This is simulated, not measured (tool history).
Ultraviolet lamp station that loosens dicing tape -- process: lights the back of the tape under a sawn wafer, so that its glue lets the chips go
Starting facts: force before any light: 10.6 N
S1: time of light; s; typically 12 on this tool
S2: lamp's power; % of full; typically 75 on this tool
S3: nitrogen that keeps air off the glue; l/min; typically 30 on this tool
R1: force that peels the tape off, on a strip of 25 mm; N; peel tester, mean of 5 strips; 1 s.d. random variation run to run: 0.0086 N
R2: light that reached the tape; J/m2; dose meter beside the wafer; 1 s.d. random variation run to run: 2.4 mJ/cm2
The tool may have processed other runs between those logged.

run 1 hour=0.0 | S1=12 S2=75 S3=30 | R1=0.349 R2=2580
run 2 hour=67.3 | S1=12 S2=75 S3=30 | R1=0.339 R2=2580
run 3 hour=140.8 | S1=8 S2=75 S3=30 | R1=0.702 R2=1710
run 4 hour=210.3 | S1=8 S2=75 S3=30 | R1=0.709 R2=1720
-- hour=223.5 window cleaned of glue's vapour
run 5 hour=264.0 | S1=12 S2=75 S3=30 | R1=0.346 R2=2530
run 6 hour=331.2 | S1=12 S2=75 S3=11 | R1=0.683 R2=2580
run 7 hour=412.7 | S1=12 S2=75 S3=31 | R1=0.351 R2=2580
run 8 hour=473.8 | S1=12 S2=84 S3=30 | R1=0.308 R2=2890

For run 9, what comes out?
-- hour=501.7 window cleaned of glue's vapour
run 9 hour=560.9 | S1=12 S2=84 S3=30 | R1=? R2=?

Run 9 yielded R1 0.306 N, R2 2930 J/m2.
Take away the tool's hidden state, keep the run-to-run variation as it was, and the same run would have given R1 0.305 N, R2 2940 J/m2.
